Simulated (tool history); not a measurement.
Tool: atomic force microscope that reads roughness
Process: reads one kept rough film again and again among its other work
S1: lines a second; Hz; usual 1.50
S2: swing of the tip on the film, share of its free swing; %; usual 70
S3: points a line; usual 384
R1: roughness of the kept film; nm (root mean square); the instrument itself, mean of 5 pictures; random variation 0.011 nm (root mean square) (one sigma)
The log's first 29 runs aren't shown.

Run 30, hour 323.7: usual settings but S1 1.14 Hz, S2 57 %. Result: R1 2.638 nm (root mean square).
Run 31, hour 337.5: usual settings but S2 69 %, S3 686. Result: R1 2.618 nm (root mean square).
Run 32, hour 350.0: usual settings but S2 74 %, S3 686. Result: R1 2.581 nm (root mean square).
Run 33, hour 358.5: usual settings but S1 0.55 Hz, S2 80 %, S3 342. Result: R1 2.612 nm (root mean square).
At hour 360.9: new tip fitted.
Run 34, hour 373.2: usual settings but S1 1.07 Hz, S2 75 %. Result: R1 2.616 nm (root mean square).
Run 35, hour 384.0: usual settings but S1 1.07 Hz, S2 75 %. Result: R1 2.611 nm (root mean square).
Run 36, hour 391.1: usual settings but S2 80 %. Result: R1 2.559 nm (root mean square).
Run 37, hour 397.7: usual settings but S2 80 %. Result: R1 2.548 nm (root mean square).
Run 38, hour 405.7: usual settings but S2 80 %, S3 572. Result: R1 2.543 nm (root mean square).

Forecast each of these 3 alternatives for the next run:
Run A, hour 417.3: usual settings but S1 3.31 Hz, S2 75 %. Result: R1 ?.
Run B, hour 417.3: usual settings but S1 0.56 Hz, S2 58 %, S3 676. Result: R1 ?.
Run C, hour 417.3: usual settings but S1 1.19 Hz, S2 75 %. Result: R1 ?.

run     R1
  A  2.452
  B  2.677
  C  2.606
Without the tool's hidden state the same runs would have given:
run     R1
  A  2.458
  B  2.684
  C  2.613
